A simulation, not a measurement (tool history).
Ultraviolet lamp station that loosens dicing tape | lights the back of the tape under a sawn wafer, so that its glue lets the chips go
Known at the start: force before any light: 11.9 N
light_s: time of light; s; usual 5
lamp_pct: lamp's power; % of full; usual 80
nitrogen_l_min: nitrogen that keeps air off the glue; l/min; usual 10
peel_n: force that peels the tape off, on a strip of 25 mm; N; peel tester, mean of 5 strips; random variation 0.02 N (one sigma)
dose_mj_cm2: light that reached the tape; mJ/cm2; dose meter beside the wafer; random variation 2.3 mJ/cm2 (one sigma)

{"run": 1, "day": 0.0, "light_s": 5, "lamp_pct": 80, "nitrogen_l_min": 10, "peel_n": 2.359, "dose_mj_cm2": 151}
{"run": 2, "day": 2.133, "light_s": 5, "lamp_pct": 80, "nitrogen_l_min": 10, "peel_n": 2.456, "dose_mj_cm2": 144}
{"run": 3, "day": 3.421, "light_s": 5, "lamp_pct": 80, "nitrogen_l_min": 10, "peel_n": 2.378, "dose_mj_cm2": 146}
{"run": 4, "day": 4.95, "light_s": 5, "lamp_pct": 80, "nitrogen_l_min": 10, "peel_n": 2.466, "dose_mj_cm2": 144}
{"run": 5, "day": 7.167, "light_s": 5, "lamp_pct": 80, "nitrogen_l_min": 10, "peel_n": 2.611, "dose_mj_cm2": 141}
{"run": 6, "day": 9.483, "light_s": 5, "lamp_pct": 80, "nitrogen_l_min": 10, "peel_n": 2.639, "dose_mj_cm2": 138}
{"run": 7, "day": 11.262, "light_s": 5, "lamp_pct": 80, "nitrogen_l_min": 10, "peel_n": 2.682, "dose_mj_cm2": 133}
{"day": 13.821, "done": "window cleaned of glue's vapour"}
{"run": 8, "day": 13.883, "light_s": 5, "lamp_pct": 80, "nitrogen_l_min": 10, "peel_n": 2.769, "dose_mj_cm2": 131}
{"run": 9, "day": 15.438, "light_s": 5, "lamp_pct": 80, "nitrogen_l_min": 10, "peel_n": 2.947, "dose_mj_cm2": 129}
{"run": 10, "day": 17.004, "light_s": 5, "lamp_pct": 80, "nitrogen_l_min": 10, "peel_n": 2.906, "dose_mj_cm2": 130}
{"day": 17.775, "done": "lamp changed"}
{"run": 11, "day": 18.767, "light_s": 5, "lamp_pct": 80, "nitrogen_l_min": 10, "peel_n": 1.149, "dose_mj_cm2": 224}
{"run": 12, "day": 20.454, "light_s": 5, "lamp_pct": 83, "nitrogen_l_min": 10, "peel_n": 1.089, "dose_mj_cm2": 232}
{"run": 13, "day": 23.025, "light_s": 5, "lamp_pct": 87, "nitrogen_l_min": 10, "peel_n": 0.992, "dose_mj_cm2": 236}
{"run": 14, "day": 25.083, "light_s": 5, "lamp_pct": 87, "nitrogen_l_min": 10, "peel_n": 1.032, "dose_mj_cm2": 236}
{"day": 27.108, "done": "window cleaned of glue's vapour, once more"}
{"run": 15, "day": 27.35, "light_s": 5, "lamp_pct": 87, "nitrogen_l_min": 10, "peel_n": 0.891, "dose_mj_cm2": 248}
{"run": 16, "day": 30.229, "light_s": 5, "lamp_pct": 87, "nitrogen_l_min": 10, "peel_n": 0.903, "dose_mj_cm2": 244}
{"run": 17, "day": 31.942, "light_s": 5, "lamp_pct": 87, "nitrogen_l_min": 10, "peel_n": 0.938, "dose_mj_cm2": 245}
{"run": 18, "day": 33.862, "light_s": 5, "lamp_pct": 80, "nitrogen_l_min": 10, "peel_n": 1.129, "dose_mj_cm2": 221}
{"run": 19, "day": 35.442, "light_s": 6, "lamp_pct": 80, "nitrogen_l_min": 10, "peel_n": 0.831, "dose_mj_cm2": 263}
{"run": 20, "day": 36.767, "light_s": 6, "lamp_pct": 80, "nitrogen_l_min": 10, "peel_n": 0.805, "dose_mj_cm2": 259}
{"run": 21, "day": 39.317, "light_s": 5, "lamp_pct": 76, "nitrogen_l_min": 10, "peel_n": 1.408, "dose_mj_cm2": 207}
{"run": 22, "day": 41.525, "light_s": 5, "lamp_pct": 80, "nitrogen_l_min": 10, "peel_n": 1.272, "dose_mj_cm2": 210}
{"run": 23, "day": 43.404, "light_s": 7, "lamp_pct": 80, "nitrogen_l_min": 3, "peel_n": 1.825, "dose_mj_cm2": 288}
{"run": 24, "day": 45.521, "light_s": 7, "lamp_pct": 80, "nitrogen_l_min": 3, "peel_n": 1.878, "dose_mj_cm2": 287}
{"run": 25, "day": 47.046, "light_s": 10, "lamp_pct": 92, "nitrogen_l_min": 5, "peel_n": 0.433, "dose_mj_cm2": 468}
{"run": 26, "day": 49.542, "light_s": 10, "lamp_pct": 92, "nitrogen_l_min": 5, "peel_n": 0.444, "dose_mj_cm2": 454}
{"run": 27, "day": 51.5, "light_s": 10, "lamp_pct": 92, "nitrogen_l_min": 5, "peel_n": 0.48, "dose_mj_cm2": 450}
{"run": 28, "day": 52.75, "light_s": 5, "lamp_pct": 92, "nitrogen_l_min": 3, "peel_n": 2.766, "dose_mj_cm2": 222}
{"run": 29, "day": 55.479, "light_s": 2, "lamp_pct": 70, "nitrogen_l_min": 12, "peel_n": 5.341, "dose_mj_cm2": 67}
{"run": 30, "day": 56.692, "light_s": 4, "lamp_pct": 84, "nitrogen_l_min": 10, "peel_n": 2.149, "dose_mj_cm2": 158}
{"run": 31, "day": 59.425, "light_s": 9, "lamp_pct": 84, "nitrogen_l_min": 10, "peel_n": 0.407, "dose_mj_cm2": 348}
{"run": 32, "day": 60.854, "light_s": 3, "lamp_pct": 61, "nitrogen_l_min": 12, "peel_n": 4.471, "dose_mj_cm2": 84}
{"day": 62.375, "done": "window cleaned of glue's vapour"}
{"run": 33, "day": 63.258, "light_s": 3, "lamp_pct": 64, "nitrogen_l_min": 10, "peel_n": 4.352, "dose_mj_cm2": 87}
{"run": 34, "day": 65.088, "light_s": 5, "lamp_pct": 97, "nitrogen_l_min": 5, "peel_n": 1.846, "dose_mj_cm2": 225}
{"run": 35, "day": 66.496, "light_s": 5, "lamp_pct": 97, "nitrogen_l_min": 5, "peel_n": 1.946, "dose_mj_cm2": 226}
{"run": 36, "day": 67.888, "light_s": 5, "lamp_pct": 78, "nitrogen_l_min": 5, "peel_n": 2.658, "dose_mj_cm2": 179}
{"run": 37, "day": 69.254, "light_s": 5, "lamp_pct": 78, "nitrogen_l_min": 5, "peel_n": 2.799, "dose_mj_cm2": 180}
{"run": 38, "day": 70.996, "light_s": 5, "lamp_pct": 73, "nitrogen_l_min": 3, "peel_n": 3.929, "dose_mj_cm2": 161}
{"run": 39, "day": 72.521, "light_s": 5, "lamp_pct": 71, "nitrogen_l_min": 3, "peel_n": 4.154, "dose_mj_cm2": 159}
{"run": 40, "day": 74.104, "light_s": 8, "lamp_pct": 80, "nitrogen_l_min": 10, "peel_n": 0.689, "dose_mj_cm2": 276}
{"run": 41, "day": 76.479, "light_s": 10, "lamp_pct": 92, "nitrogen_l_min": 10, "peel_n": 0.332, "dose_mj_cm2": 393}
{"run": 42, "day": 77.704, "light_s": 5, "lamp_pct": 92, "nitrogen_l_min": 10, "peel_n": 1.499, "dose_mj_cm2": 195}
{"run": 43, "day": 79.021, "light_s": 6, "lamp_pct": 80, "nitrogen_l_min": 10, "peel_n": 1.372, "dose_mj_cm2": 204}
{"run": 44, "day": 81.033, "light_s": 2, "lamp_pct": 95, "nitrogen_l_min": 18, "peel_n": 4.051, "dose_mj_cm2": 80}

The same runs without the tool's hidden state, with the same run-to-run variation:
The hidden state here: lamp's light, % of a new lamp's; light that the window lets through, % of a clean one's; drift of the gauge itself on peel_n, %; drift of the gauge itself on dose_mj_cm2, %.
run=1 peel_n=0.960 dose_mj_cm2=242
run=2 peel_n=0.974 dose_mj_cm2=239
run=3 peel_n=0.929 dose_mj_cm2=242
run=4 peel_n=0.938 dose_mj_cm2=244
run=5 peel_n=0.969 dose_mj_cm2=243
run=6 peel_n=0.948 dose_mj_cm2=244
run=7 peel_n=0.938 dose_mj_cm2=240
run=8 peel_n=0.919 dose_mj_cm2=243
run=9 peel_n=0.959 dose_mj_cm2=243
run=10 peel_n=0.925 dose_mj_cm2=247
run=11 peel_n=0.954 dose_mj_cm2=244
run=12 peel_n=0.881 dose_mj_cm2=255
run=13 peel_n=0.771 dose_mj_cm2=264
run=14 peel_n=0.781 dose_mj_cm2=268
run=15 peel_n=0.786 dose_mj_cm2=262
run=16 peel_n=0.767 dose_mj_cm2=263
run=17 peel_n=0.777 dose_mj_cm2=267
run=18 peel_n=0.918 dose_mj_cm2=243
run=19 peel_n=0.654 dose_mj_cm2=293
run=20 peel_n=0.621 dose_mj_cm2=292
run=21 peel_n=1.076 dose_mj_cm2=236
run=22 peel_n=0.936 dose_mj_cm2=243
run=23 peel_n=1.356 dose_mj_cm2=338
run=24 peel_n=1.362 dose_mj_cm2=342
run=25 peel_n=0.307 dose_mj_cm2=562
run=26 peel_n=0.302 dose_mj_cm2=556
run=27 peel_n=0.321 dose_mj_cm2=558
run=28 peel_n=1.963 dose_mj_cm2=277
run=29 peel_n=4.317 dose_mj_cm2=85
run=30 peel_n=1.365 dose_mj_cm2=203
run=31 peel_n=0.260 dose_mj_cm2=456
run=32 peel_n=3.263 dose_mj_cm2=112
run=33 peel_n=3.312 dose_mj_cm2=113
run=34 peel_n=1.134 dose_mj_cm2=292
run=35 peel_n=1.174 dose_mj_cm2=295
run=36 peel_n=1.705 dose_mj_cm2=236
run=37 peel_n=1.771 dose_mj_cm2=239
run=38 peel_n=2.725 dose_mj_cm2=218
run=39 peel_n=2.868 dose_mj_cm2=217
run=40 peel_n=0.349 dose_mj_cm2=385
run=41 peel_n=0.223 dose_mj_cm2=557
run=42 peel_n=0.706 dose_mj_cm2=279
run=43 peel_n=0.625 dose_mj_cm2=294
run=44 peel_n=2.496 dose_mj_cm2=116
